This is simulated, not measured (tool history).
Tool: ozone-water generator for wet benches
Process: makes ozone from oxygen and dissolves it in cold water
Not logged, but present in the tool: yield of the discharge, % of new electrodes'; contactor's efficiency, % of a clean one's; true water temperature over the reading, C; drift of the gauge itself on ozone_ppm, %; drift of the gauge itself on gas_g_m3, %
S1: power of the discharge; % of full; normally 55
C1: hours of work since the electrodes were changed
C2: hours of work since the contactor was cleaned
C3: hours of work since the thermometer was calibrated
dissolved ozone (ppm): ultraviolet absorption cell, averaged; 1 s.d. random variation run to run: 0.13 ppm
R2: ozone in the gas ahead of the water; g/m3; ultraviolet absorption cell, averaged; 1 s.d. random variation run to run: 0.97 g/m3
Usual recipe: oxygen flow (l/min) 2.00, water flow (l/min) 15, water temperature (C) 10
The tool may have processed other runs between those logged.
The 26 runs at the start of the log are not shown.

Run 27, hour 661.4: usual settings but S1 41 % of full, oxygen flow (l/min) 2.63, water temperature (C) 14; C1 1270; C2 4131; C3 2717. Result: dissolved ozone (ppm) 10.3, R2 104.3 g/m3.
Run 28, hour 677.7: usual settings but S1 85 % of full, oxygen flow (l/min) 2.17, water flow (l/min) 19, water temperature (C) 15; C1 1282; C2 4142; C3 2729. Result: dissolved ozone (ppm) 15.8, R2 226.0 g/m3.
Run 29, hour 713.2: usual settings but S1 98 % of full, water temperature (C) 15; C1 1308; C2 4168; C3 2755. Result: dissolved ozone (ppm) 21.6, R2 269.7 g/m3.
Run 30, hour 743.6: usual settings but S1 61 % of full, oxygen flow (l/min) 1.22, water flow (l/min) 11; C1 1330; C2 4190; C3 2777. Result: dissolved ozone (ppm) 19.0, R2 248.0 g/m3.
Run 31, hour 773.9: usual settings but oxygen flow (l/min) 3.47, water flow (l/min) 21, water temperature (C) 5; C1 1352; C2 4212; C3 2799. Result: dissolved ozone (ppm) 10.8, R2 111.0 g/m3.
Run 32, hour 798.0: usual settings but S1 45 % of full, water flow (l/min) 20; C1 1369; C2 4229; C3 2816. Result: dissolved ozone (ppm) 8.7, R2 134.8 g/m3.
Run 33, hour 823.8: usual settings but S1 45 % of full, oxygen flow (l/min) 2.11, water flow (l/min) 20, water temperature (C) 14; C1 1388; C2 4248; C3 2835. Result: dissolved ozone (ppm) 8.5, R2 130.2 g/m3.
Run 34, hour 843.0: usual settings but S1 45 % of full, oxygen flow (l/min) 2.11, water flow (l/min) 20, water temperature (C) 14; C1 1402; C2 4262; C3 2849. Result: dissolved ozone (ppm) 8.4, R2 129.7 g/m3.

3 options for the next run, each taken on its own from the tool as it stands now. Forecast them:
Run A, hour 877.1: usual settings but S1 56 % of full, oxygen flow (l/min) 2.11, water flow (l/min) 24, water temperature (C) 14; C1 1427; C2 4287; C3 2873. Result: dissolved ozone (ppm) ?, R2 ?.
Run B, hour 877.1: usual settings but oxygen flow (l/min) 2.60, water flow (l/min) 10, water temperature (C) 6; C1 1427; C2 4287; C3 2873. Result: dissolved ozone (ppm) ?, R2 ?.
Run C, hour 877.1: usual settings but water flow (l/min) 11; C1 1427; C2 4287; C3 2873. Result: dissolved ozone (ppm) ?, R2 ?.

run  dissolved ozone (ppm)     R2
  A                    8.5  157.0
  B                   20.1  133.2
  C                   17.9  158.1
Without the tool's unlogged condition, the same runs would have read:
run  dissolved ozone (ppm)     R2
  A                    8.5  163.2
  B                   20.1  138.5
  C                   18.0  164.4
